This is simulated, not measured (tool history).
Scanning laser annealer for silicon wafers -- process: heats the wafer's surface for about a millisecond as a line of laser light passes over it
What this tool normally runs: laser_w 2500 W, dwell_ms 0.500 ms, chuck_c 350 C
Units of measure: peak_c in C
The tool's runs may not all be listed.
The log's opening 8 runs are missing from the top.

run    hour  laser_w  dwell_ms  chuck_c  hours of work since the window was cleaned  hours of work since the power meter was calibrated  hours of work since the optics were aligned  peak_c
      297.0  -- window over the wafer cleaned
  9   305.4     2500     0.500      367                                           5                                                 236                                          192    1213
 10   354.1     2500     0.500      350                                          36                                                 266                                          223    1197
 11   378.4     2500     0.500      381                                          51                                                 281                                          238    1226
 12   419.3     2500     0.500      350                                          77                                                 307                                          264    1198
 13   447.7     2500     0.500      350                                          94                                                 325                                          281    1196
 14   496.0     2500     0.500      350                                         125                                                 355                                          312    1197
 15   525.0     2500     0.500      350                                         143                                                 373                                          330    1198
 16   550.9     2493     0.500      350                                         159                                                 389                                          346    1193
 17   599.1     2493     0.500      350                                         189                                                 419                                          376    1194
 18   631.5     2493     0.500      350                                         209                                                 440                                          396    1194
 19   655.6     2500     0.500      350                                         225                                                 455                                          412    1196
 20   705.2     2500     0.500      350                                         256                                                 486                                          443    1197
 21   753.8     2500     0.500      350                                         286                                                 516                                          473    1195
 22   782.3     2500     0.500      350                                         304                                                 534                                          491    1194
 23   831.7     2500     0.500      364                                         335                                                 565                                          522    1213
 24   864.3     2500     0.500      364                                         355                                                 586                                          542    1210
 25   888.6     2500     0.610      364                                         370                                                 601                                          557    1296
 26   929.2     2565     0.610      341                                         396                                                 626                                          583    1300
      934.2  -- window over the wafer cleaned
 27   974.6     2661     0.610      346                                          25                                                 653                                          610    1348
 28  1012.3     2500     0.370      350                                          49                                                 677                                          634    1082
 29  1049.8     2500     0.370      350                                          72                                                 700                                          657    1086
 30  1084.2     2500     0.370      350                                          94                                                 722                                          679    1087

Run 31, settings as shown, results not yet in. Your forecast:
 31  1135.8     2279     0.500      369                                         126                                                 754                                          711       ?

Logged for run 31: peak_c 1131 C.
Were there no unlogged condition in the tool, this run, its random variation unchanged, would have produced peak_c 1131 C.

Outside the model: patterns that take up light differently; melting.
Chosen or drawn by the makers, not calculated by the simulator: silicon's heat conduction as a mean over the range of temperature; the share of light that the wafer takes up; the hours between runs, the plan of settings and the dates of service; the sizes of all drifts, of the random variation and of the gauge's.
